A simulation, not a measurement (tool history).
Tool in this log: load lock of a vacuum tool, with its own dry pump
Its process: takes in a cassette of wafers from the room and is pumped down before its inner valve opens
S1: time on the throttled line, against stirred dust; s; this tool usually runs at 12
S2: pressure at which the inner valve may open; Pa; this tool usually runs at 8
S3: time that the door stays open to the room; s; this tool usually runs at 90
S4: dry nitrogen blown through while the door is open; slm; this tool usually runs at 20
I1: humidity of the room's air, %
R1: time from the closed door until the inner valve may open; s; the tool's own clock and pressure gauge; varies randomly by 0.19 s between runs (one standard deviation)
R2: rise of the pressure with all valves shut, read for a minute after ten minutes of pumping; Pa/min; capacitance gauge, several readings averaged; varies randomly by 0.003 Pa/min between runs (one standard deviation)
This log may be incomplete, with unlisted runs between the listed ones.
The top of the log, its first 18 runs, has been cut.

run,hour,S1,S2,S3,S4,I1,R1,R2
19,3721.1,8,8,90,20,46.4,19.6,0.265
20,3834.1,8,8,90,20,45.0,19.9,0.277
21,3997.0,8,8,90,20,44.2,19.4,0.285
22,4214.5,8,8,90,20,47.3,19.8,0.304
23,4456.4,8,8,90,20,43.6,19.8,0.323
24,4588.7,8,13,90,20,48.4,18.7,0.325
25,4801.4,10,8,223,20,47.1,21.2,0.362
26,4972.4,14,8,33,10,44.3,24.8,0.357
27,5145.3,14,8,33,10,41.7,24.8,0.371
28,5294.2,12,8,90,24,48.1,23.2,0.389
29,5554.4,12,8,90,39,42.8,23.1,0.404
30,5679.3,10,8,90,39,40.3,21.4,0.401
31,5827.5,10,8,90,39,45.2,21.6,0.430
32,6076.6,9,8,90,20,43.6,20.8,0.461
33,6346.3,12,14,90,20,42.1,22.2,0.491
34,6503.1,12,8,126,20,42.9,23.1,0.484
35,6759.3,7,10,156,20,44.8,18.5,0.517
36,6919.0,7,12,90,20,44.6,18.1,0.541
37,7032.9,7,12,90,20,43.9,18.5,0.553

4 ways to go on from here, each from the tool as it stands after run 37. What would each give?
A,7275.7,7,14,90,26,46.6,?,?
B,7275.7,20,12,26,20,42.5,?,?
C,7275.7,6,12,90,20,44.6,?,?
D,7275.7,7,16,84,20,44.2,?,?

run,R1,R2
A,18.4,0.577
B,29.3,0.553
C,17.6,0.568
D,18.3,0.578
The same runs, with their run-to-run variation unchanged, on a tool lacking any hidden condition would have given:
run,R1,R2
A,17.4,0.038
B,28.5,0.022
C,16.6,0.036
D,17.4,0.044

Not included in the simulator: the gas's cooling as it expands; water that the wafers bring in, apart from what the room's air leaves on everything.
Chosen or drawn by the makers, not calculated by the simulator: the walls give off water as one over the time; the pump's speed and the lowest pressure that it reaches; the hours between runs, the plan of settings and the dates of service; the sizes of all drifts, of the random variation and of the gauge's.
